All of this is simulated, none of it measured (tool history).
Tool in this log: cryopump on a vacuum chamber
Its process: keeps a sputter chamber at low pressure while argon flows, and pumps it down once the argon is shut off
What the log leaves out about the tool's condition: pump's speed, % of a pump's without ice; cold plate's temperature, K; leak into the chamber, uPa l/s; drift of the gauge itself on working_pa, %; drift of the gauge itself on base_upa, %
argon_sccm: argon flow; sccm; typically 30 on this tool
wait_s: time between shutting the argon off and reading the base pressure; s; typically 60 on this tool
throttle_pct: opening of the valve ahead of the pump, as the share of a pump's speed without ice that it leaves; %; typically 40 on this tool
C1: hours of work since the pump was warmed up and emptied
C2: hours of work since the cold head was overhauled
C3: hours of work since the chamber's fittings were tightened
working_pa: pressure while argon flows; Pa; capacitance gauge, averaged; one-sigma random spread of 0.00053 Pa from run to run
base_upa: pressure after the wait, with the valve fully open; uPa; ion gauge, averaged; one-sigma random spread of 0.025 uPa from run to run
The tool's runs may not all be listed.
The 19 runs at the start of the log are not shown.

Run 20, hour 514.9: usual settings but argon_sccm 27 sccm, wait_s 132 s, throttle_pct 41 %; C1 135; C2 1429; C3 24. Result: working_pa 0.0469 Pa, base_upa 0.56 uPa.
Run 21, hour 541.8: usual settings but argon_sccm 19 sccm; C1 157; C2 1451; C3 47. Result: working_pa 0.0330 Pa, base_upa 1.07 uPa.
Run 22, hour 563.1: usual settings but argon_sccm 23 sccm, wait_s 278 s, throttle_pct 21 %; C1 175; C2 1469; C3 65. Result: working_pa 0.0753 Pa, base_upa 0.39 uPa.
Run 23, hour 600.5: usual settings but argon_sccm 23 sccm, wait_s 278 s, throttle_pct 21 %; C1 206; C2 1500; C3 96. Result: working_pa 0.0764 Pa, base_upa 0.38 uPa.
Run 24, hour 623.7: usual settings but argon_sccm 24 sccm, wait_s 53 s, throttle_pct 19 %; C1 226; C2 1519; C3 115. Result: working_pa 0.0884 Pa, base_upa 1.22 uPa.
Run 25, hour 661.9: usual settings but argon_sccm 24 sccm, wait_s 53 s, throttle_pct 19 %; C1 258; C2 1551; C3 147. Result: working_pa 0.0885 Pa, base_upa 1.30 uPa.
Run 26, hour 679.1: usual settings but argon_sccm 14 sccm, wait_s 286 s, throttle_pct 27 %; C1 272; C2 1566; C3 162. Result: working_pa 0.0359 Pa, base_upa 0.45 uPa.
Run 27, hour 700.4: usual settings but argon_sccm 14 sccm, wait_s 66 s, throttle_pct 27 %; C1 290; C2 1584; C3 179. Result: working_pa 0.0374 Pa, base_upa 1.08 uPa.
At hour 728.4: pump warmed up, emptied and cooled again.
Run 28, hour 735.6: usual settings but argon_sccm 34 sccm, wait_s 66 s, throttle_pct 42 %; C1 6; C2 1609; C3 205. Result: working_pa 0.0569 Pa, base_upa 1.05 uPa.
Run 29, hour 768.9: usual settings but argon_sccm 50 sccm, wait_s 32 s; C1 34; C2 1637; C3 232. Result: working_pa 0.0865 Pa, base_upa 2.01 uPa.
Run 30, hour 795.6: usual settings but wait_s 274 s, throttle_pct 25 %; C1 56; C2 1659; C3 255. Result: working_pa 0.0830 Pa, base_upa 0.50 uPa.
Run 31, hour 818.0: usual settings but wait_s 274 s, throttle_pct 25 %; C1 75; C2 1677; C3 273. Result: working_pa 0.0819 Pa, base_upa 0.53 uPa.
Run 32, hour 838.4: usual settings but wait_s 230 s, throttle_pct 53 %; C1 92; C2 1695; C3 290. Result: working_pa 0.0400 Pa, base_upa 0.58 uPa.
Run 33, hour 876.6: usual settings but wait_s 230 s, throttle_pct 53 %; C1 124; C2 1726; C3 322. Result: working_pa 0.0405 Pa, base_upa 0.61 uPa.
Run 34, hour 911.0: usual settings but wait_s 230 s, throttle_pct 53 %; C1 152; C2 1755; C3 351. Result: working_pa 0.0413 Pa, base_upa 0.61 uPa.
Run 35, hour 932.6: usual settings but argon_sccm 51 sccm; C1 170; C2 1773; C3 369. Result: working_pa 0.0901 Pa, base_upa 1.26 uPa.

Below are 3 alternative next runs, each starting from the tool's condition after run 35. Predict each:
Run A, hour 966.8: usual settings but argon_sccm 12 sccm, wait_s 145 s, throttle_pct 29 %; C1 199; C2 1802; C3 397. Result: working_pa ?, base_upa ?.
Run B, hour 966.8: usual settings but argon_sccm 14 sccm; C1 199; C2 1802; C3 397. Result: working_pa ?, base_upa ?.
Run C, hour 966.8: usual settings but argon_sccm 34 sccm, wait_s 238 s, throttle_pct 21 %; C1 199; C2 1802; C3 397. Result: working_pa ?, base_upa ?.

run  working_pa  base_upa
  A      0.0286      0.83
  B      0.0244      1.30
  C      0.1128      0.62
Stripped of hidden state, with their random variation kept, the same runs would have yielded:
run  working_pa  base_upa
  A      0.0276      0.53
  B      0.0232      1.01
  C      0.1099      0.33

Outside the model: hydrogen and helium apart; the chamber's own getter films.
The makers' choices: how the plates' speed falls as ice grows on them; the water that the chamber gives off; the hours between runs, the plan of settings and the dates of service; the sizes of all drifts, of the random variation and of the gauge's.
